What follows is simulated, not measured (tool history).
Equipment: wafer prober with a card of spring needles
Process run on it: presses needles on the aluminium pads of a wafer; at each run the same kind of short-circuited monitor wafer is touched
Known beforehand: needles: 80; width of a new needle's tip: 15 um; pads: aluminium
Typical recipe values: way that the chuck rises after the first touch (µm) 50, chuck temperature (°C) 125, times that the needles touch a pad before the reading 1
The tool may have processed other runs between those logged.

run,hour,way that the chuck rises after the first touch (µm),chuck temperature (°C),times that the needles touch a pad before the reading,resistance of one needle with its contact and lead (mohm),way that a needle slides on the pad (µm)
1,0,50,125,1,179,7.2
# hour 12.8: tips cleaned on abrasive film
2,24.5,50,125,1,186,7.24
# hour 28.6: tips cleaned on abrasive film
# hour 44.4: tips cleaned on abrasive film
# hour 59.2: tips cleaned on abrasive film
3,59.2,50,125,1,180,7.22
# hour 74.3: tips cleaned on abrasive film
# hour 89.6: tips cleaned on abrasive film
4,97.6,50,125,1,184,7.2
# hour 103.9: tips cleaned on abrasive film
# hour 120.4: tips cleaned on abrasive film
5,123.6,50,125,1,186,7.22
# hour 136: tips cleaned on abrasive film
# hour 148.3: height of the first contact set anew
# hour 151.5: tips cleaned on abrasive film
6,151.5,50,125,1,185,7.24
# hour 168.5: tips cleaned on abrasive film
# hour 182.8: tips cleaned on abrasive film
7,187.1,50,125,1,182,7.23
# hour 198: tips cleaned on abrasive film
8,204.8,53,125,1,180,7.68
# hour 214.1: tips cleaned on abrasive film
# hour 228.9: tips cleaned on abrasive film
9,230.7,50,125,1,183,7.21
# hour 244.7: tips cleaned on abrasive film
10,255.8,50,125,1,184,7.27
# hour 261.7: tips cleaned on abrasive film
# hour 277.8: tips cleaned on abrasive film
11,282.9,50,125,1,186,7.19
# hour 292.2: tips cleaned on abrasive film
# hour 306.3: tips cleaned on abrasive film
12,308.1,50,125,1,183,7.23
# hour 321.9: tips cleaned on abrasive film
13,327.1,50,125,1,185,7.24

What does the tool deliver on the next run?
# hour 337.9: tips cleaned on abrasive film
# hour 354: tips cleaned on abrasive film
14,357.5,41,106,3,?,?

resistance of one needle with its contact and lead (mohm): 182
way that a needle slides on the pad (µm): 5.94
With no hidden state in the tool, this same run would have given resistance of one needle with its contact and lead (mohm) 182, way that a needle slides on the pad (µm) 5.91.

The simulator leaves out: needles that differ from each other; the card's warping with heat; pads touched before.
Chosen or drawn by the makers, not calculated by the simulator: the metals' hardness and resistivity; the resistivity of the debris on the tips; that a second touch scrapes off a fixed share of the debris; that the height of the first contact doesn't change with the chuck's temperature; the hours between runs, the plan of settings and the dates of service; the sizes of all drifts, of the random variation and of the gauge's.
